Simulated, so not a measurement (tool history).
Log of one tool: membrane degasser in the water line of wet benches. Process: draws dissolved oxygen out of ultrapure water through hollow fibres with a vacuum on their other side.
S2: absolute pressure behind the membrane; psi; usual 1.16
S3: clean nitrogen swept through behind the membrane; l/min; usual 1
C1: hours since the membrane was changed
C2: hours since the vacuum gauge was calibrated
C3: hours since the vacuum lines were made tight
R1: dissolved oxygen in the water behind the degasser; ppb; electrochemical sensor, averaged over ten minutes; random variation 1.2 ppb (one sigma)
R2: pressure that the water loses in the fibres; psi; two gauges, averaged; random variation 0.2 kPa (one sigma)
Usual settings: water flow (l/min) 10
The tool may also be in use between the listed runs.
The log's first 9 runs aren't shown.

{"run": 10, "day": 37.35, "water flow (l/min)": 8, "S2": 1.16, "S3": 1, "C1": 2003, "C2": 2003, "C3": 1528, "R1": 99.5, "R2": 5.291}
{"run": 11, "day": 40.608, "water flow (l/min)": 8, "S2": 1.16, "S3": 1, "C1": 2082, "C2": 2082, "C3": 1606, "R1": 99.9, "R2": 5.279}
{"run": 12, "day": 43.221, "water flow (l/min)": 8, "S2": 1.16, "S3": 1, "C1": 2144, "C2": 2144, "C3": 1669, "R1": 99.2, "R2": 5.324}
{"run": 13, "day": 47.604, "water flow (l/min)": 6, "S2": 1.16, "S3": 1, "C1": 2249, "C2": 2249, "C3": 1774, "R1": 76, "R2": 3.957}
{"run": 14, "day": 52.092, "water flow (l/min)": 6, "S2": 1.16, "S3": 1, "C1": 2357, "C2": 2357, "C3": 1882, "R1": 75.4, "R2": 3.974}
{"run": 15, "day": 57.683, "water flow (l/min)": 10, "S2": 1.16, "S3": 1, "C1": 2491, "C2": 2491, "C3": 2016, "R1": 125.6, "R2": 6.62}
{"run": 16, "day": 62.258, "water flow (l/min)": 10, "S2": 1.16, "S3": 2.27, "C1": 2601, "C2": 2601, "C3": 2126, "R1": 61.9, "R2": 6.637}
{"run": 17, "day": 64.629, "water flow (l/min)": 10, "S2": 1.16, "S3": 2.27, "C1": 2658, "C2": 2658, "C3": 2183, "R1": 61.9, "R2": 6.538}
{"run": 18, "day": 69.171, "water flow (l/min)": 10, "S2": 1.16, "S3": 2.27, "C1": 2767, "C2": 2767, "C3": 2292, "R1": 63, "R2": 6.624}
{"run": 19, "day": 71.779, "water flow (l/min)": 8, "S2": 1.421, "S3": 1.17, "C1": 2830, "C2": 2830, "C3": 2354, "R1": 116.6, "R2": 5.365}
{"run": 20, "day": 75.004, "water flow (l/min)": 8, "S2": 1.421, "S3": 1.17, "C1": 2907, "C2": 2907, "C3": 2432, "R1": 118.9, "R2": 5.326}
{"run": 21, "day": 79.288, "water flow (l/min)": 13, "S2": 1.658, "S3": 1.23, "C1": 3010, "C2": 3010, "C3": 2534, "R1": 218.2, "R2": 8.614}
{"day": 79.579, "done": "vacuum gauge calibrated"}
{"run": 22, "day": 83.75, "water flow (l/min)": 8, "S2": 1.719, "S3": 2.42, "C1": 3116, "C2": 100, "C3": 2641, "R1": 78.1, "R2": 5.269}
{"run": 23, "day": 89.188, "water flow (l/min)": 7, "S2": 2.592, "S3": 0.49, "C1": 3247, "C2": 231, "C3": 2772, "R1": 482.2, "R2": 4.627}
{"run": 24, "day": 92.233, "water flow (l/min)": 7, "S2": 2.592, "S3": 0.49, "C1": 3320, "C2": 304, "C3": 2845, "R1": 486.6, "R2": 4.638}
{"day": 96.788, "done": "vacuum gauge calibrated, once more"}
{"run": 25, "day": 96.812, "water flow (l/min)": 15, "S2": 1.262, "S3": 1.11, "C1": 3429, "C2": 1, "C3": 2954, "R1": 199.4, "R2": 9.981}
{"run": 26, "day": 100.942, "water flow (l/min)": 15, "S2": 1.262, "S3": 1.11, "C1": 3529, "C2": 100, "C3": 3053, "R1": 197.7, "R2": 9.957}
{"run": 27, "day": 104.088, "water flow (l/min)": 10, "S2": 1.263, "S3": 0.77, "C1": 3604, "C2": 175, "C3": 3129, "R1": 178.1, "R2": 6.649}
{"run": 28, "day": 107.454, "water flow (l/min)": 9, "S2": 1.278, "S3": 0.77, "C1": 3685, "C2": 256, "C3": 3209, "R1": 165.1, "R2": 6.013}

The next listed run, before its measurement:
{"run": 29, "day": 111.892, "water flow (l/min)": 8, "S2": 1.16, "S3": 2.65, "C1": 3791, "C2": 362, "C3": 3316, "R1": "?", "R2": "?"}

{"run 29": {"R1": 41.6, "R2": 5.339}}
Without the tool's hidden state the same run would have given R1 38.7 ppb, R2 5.246 psi.
